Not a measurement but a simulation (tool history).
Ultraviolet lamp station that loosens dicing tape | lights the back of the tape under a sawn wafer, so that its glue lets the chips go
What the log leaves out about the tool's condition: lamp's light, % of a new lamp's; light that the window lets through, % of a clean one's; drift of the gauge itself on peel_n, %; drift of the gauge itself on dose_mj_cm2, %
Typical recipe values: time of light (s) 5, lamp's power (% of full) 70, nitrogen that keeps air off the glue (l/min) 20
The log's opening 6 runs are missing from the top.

| run | day | time of light (s) | lamp's power (% of full) | nitrogen that keeps air off the glue (l/min) | hours of work of the lamp | hours of work since the window was cleaned | force that peels the tape off (N) | light that reached the tape (J/m2) |
|---|---|---|---|---|---|---|---|---|
| 7 | 3.567 | 5 | 70 | 20 | 170 | 138 | 0.4 | 2320 |
| 8 | 4.046 | 5 | 70 | 20 | 175 | 143 | 0.414 | 2290 |
| 9 | 4.604 | 5 | 72 | 20 | 181 | 149 | 0.389 | 2340 |
| 10 | 5.208 | 5 | 70 | 8 | 187 | 155 | 0.765 | 2290 |
| 11 | 5.9 | 5 | 70 | 20 | 195 | 162 | 0.39 | 2260 |
| 12 | 6.55 | 5 | 70 | 20 | 201 | 169 | 0.399 | 2280 |
| 13 | 7.15 | 5 | 70 | 20 | 208 | 175 | 0.399 | 2280 |
| 14 | 7.638 | 5 | 70 | 20 | 213 | 180 | 0.394 | 2290 |
| 15 | 8.275 | 5 | 70 | 20 | 219 | 187 | 0.419 | 2240 |
| 16 | 8.646 | 5 | 70 | 24 | 223 | 191 | 0.385 | 2240 |
| 17 | 9.362 | 5 | 70 | 24 | 231 | 198 | 0.369 | 2250 |
| 18 | 10.021 | 5 | 70 | 24 | 237 | 205 | 0.362 | 2250 |
| 19 | 10.796 | 5 | 70 | 24 | 245 | 213 | 0.376 | 2210 |
| 20 | 11.288 | 5 | 70 | 24 | 251 | 218 | 0.386 | 2240 |
| 21 | 11.671 | 5 | 70 | 24 | 255 | 222 | 0.374 | 2250 |
| 22 | 12.467 | 6 | 74 | 31 | 263 | 231 | 0.263 | 2820 |
| 23 | 13.283 | 7 | 95 | 22 | 271 | 239 | 0.24 | 4210 |
| 24 | 14.021 | 9 | 70 | 16 | 279 | 247 | 0.238 | 4000 |
| 25 | 14.675 | 5 | 68 | 20 | 286 | 254 | 0.443 | 2150 |

Run 26 is up next; what results do you expect?
| 26 | 15.35 | 2 | 78 | 28 | 293 | 261 | ? | ? |

Run 26 produced force that peels the tape off (N) 1.506, light that reached the tape (J/m2) 930.
The same run, on a tool lacking any hidden state, would have yielded force that peels the tape off (N) 1.286, light that reached the tape (J/m2) 1030.

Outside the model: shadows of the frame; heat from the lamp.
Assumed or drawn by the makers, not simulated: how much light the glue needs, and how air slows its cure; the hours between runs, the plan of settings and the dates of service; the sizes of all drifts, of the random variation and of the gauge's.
